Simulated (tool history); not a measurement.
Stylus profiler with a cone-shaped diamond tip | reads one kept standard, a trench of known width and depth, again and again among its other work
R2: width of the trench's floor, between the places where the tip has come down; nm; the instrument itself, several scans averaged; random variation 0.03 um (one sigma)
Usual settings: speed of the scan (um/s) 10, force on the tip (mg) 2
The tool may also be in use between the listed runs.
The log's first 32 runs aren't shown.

Run 33, hour 1131.2: usual settings but speed of the scan (um/s) 13, force on the tip (mg) 3.88. Result: depth of the trench (Å) 1023.5, R2 98050 nm.
Run 34, hour 1161.7: usual settings but speed of the scan (um/s) 9, force on the tip (mg) 4.37. Result: depth of the trench (Å) 1025.2, R2 98060 nm.
Run 35, hour 1209.5: usual settings but speed of the scan (um/s) 3, force on the tip (mg) 1.97. Result: depth of the trench (Å) 1015.2, R2 98030 nm.
Run 36, hour 1257.4: usual settings but speed of the scan (um/s) 5, force on the tip (mg) 1.35. Result: depth of the trench (Å) 1012.3, R2 98070 nm.
Run 37, hour 1305.2: usual settings but speed of the scan (um/s) 8, force on the tip (mg) 4.32. Result: depth of the trench (Å) 1025.2, R2 97990 nm.
Run 38, hour 1347: usual settings but speed of the scan (um/s) 5, force on the tip (mg) 1.69. Result: depth of the trench (Å) 1014.6, R2 98030 nm.
Run 39, hour 1392: usual settings but speed of the scan (um/s) 23, force on the tip (mg) 4.69. Result: depth of the trench (Å) 1026.6, R2 97960 nm.
Run 40, hour 1416.1: usual settings but speed of the scan (um/s) 15, force on the tip (mg) 0.67. Result: depth of the trench (Å) 1008.5, R2 97890 nm.
At hour 1451.1: new tip fitted, height scale calibrated.
Run 41, hour 1451.6: usual settings but speed of the scan (um/s) 15, force on the tip (mg) 3.01. Result: depth of the trench (Å) 1018.5, R2 98710 nm.
Run 42, hour 1487.6: usual settings but speed of the scan (um/s) 26, force on the tip (mg) 1.12. Result: depth of the trench (Å) 1009.5, R2 98630 nm.
Run 43, hour 1514.3: usual settings but speed of the scan (um/s) 37. Result: depth of the trench (Å) 1014, R2 98580 nm.
Run 44, hour 1552.1: usual settings but speed of the scan (um/s) 37. Result: depth of the trench (Å) 1014.2, R2 98600 nm.
Run 45, hour 1591: usual settings but speed of the scan (um/s) 37. Result: depth of the trench (Å) 1014.4, R2 98580 nm.

Forecast each of these 5 alternatives for the next run:
Run A, hour 1632: usual settings but speed of the scan (um/s) 4, force on the tip (mg) 1.6. Result: depth of the trench (Å) ?, R2 ?.
Run B, hour 1632: usual settings but speed of the scan (um/s) 5. Result: depth of the trench (Å) ?, R2 ?.
Run C, hour 1632: usual settings but speed of the scan (um/s) 20, force on the tip (mg) 5.06. Result: depth of the trench (Å) ?, R2 ?.
Run D, hour 1632: usual settings but speed of the scan (um/s) 37, force on the tip (mg) 1.32. Result: depth of the trench (Å) ?, R2 ?.
Run E, hour 1632: usual settings but speed of the scan (um/s) 13, force on the tip (mg) 0.84. Result: depth of the trench (Å) ?, R2 ?.

run  depth of the trench (Å)     R2
  A                   1012.3  98690
  B                   1014.3  98700
  C                   1026.3  98660
  D                   1010.7  98510
  E                   1007.8  98620
Without the tool's hidden state the same runs would have given:
run  depth of the trench (Å)     R2
  A                   1011.9  98730
  B                     1014  98740
  C                   1025.9  98700
  D                   1010.3  98550
  E                   1007.4  98660
